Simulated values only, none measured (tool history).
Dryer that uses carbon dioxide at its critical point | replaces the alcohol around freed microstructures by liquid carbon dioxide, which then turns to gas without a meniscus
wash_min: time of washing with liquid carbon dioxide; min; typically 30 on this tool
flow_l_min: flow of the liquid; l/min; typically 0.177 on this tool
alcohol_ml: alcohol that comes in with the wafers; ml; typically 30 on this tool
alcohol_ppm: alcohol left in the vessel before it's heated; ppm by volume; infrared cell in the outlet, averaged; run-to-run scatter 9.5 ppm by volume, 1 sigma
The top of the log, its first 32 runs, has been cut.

run,day,wash_min,flow_l_min,alcohol_ml,hours of work since the filter was changed,hours of work since the purifier's bed was changed,alcohol_ppm
33,46.617,40,0.177,41,269,176,382
# day 47.433: inlet filter changed
34,48.217,35,0.177,29,12,200,358
35,49.733,27,0.164,61,36,224,2351
36,50.725,34,0.121,29,52,240,1424
37,52.175,26,0.179,21,75,263,776
38,53.129,22,0.261,31,90,278,590
39,54.438,22,0.261,44,111,299,826
40,56.283,30,0.109,50,140,328,4747
41,57.504,30,0.109,50,159,348,4983
42,59.121,37,0.117,30,185,373,1519
43,59.996,29,0.291,26,199,387,213
44,60.971,29,0.198,26,214,402,636
45,62.496,31,0.190,22,238,427,531
46,63.525,30,0.109,59,255,443,6180
# day 65.217: inlet filter changed
47,65.221,39,0.116,59,0,469,2013
48,66.679,30,0.231,38,23,492,380

Below are 3 alternative next runs, each starting from the tool's condition after run 48. Predict each:
A,68.283,42,0.161,38,49,518,?
B,68.283,30,0.110,30,49,518,?
C,68.283,37,0.145,32,49,518,?

run,alcohol_ppm
A,426
B,2647
C,765
With no hidden state in the tool, these same runs would have given:
run,alcohol_ppm
A,229
B,2358
C,542
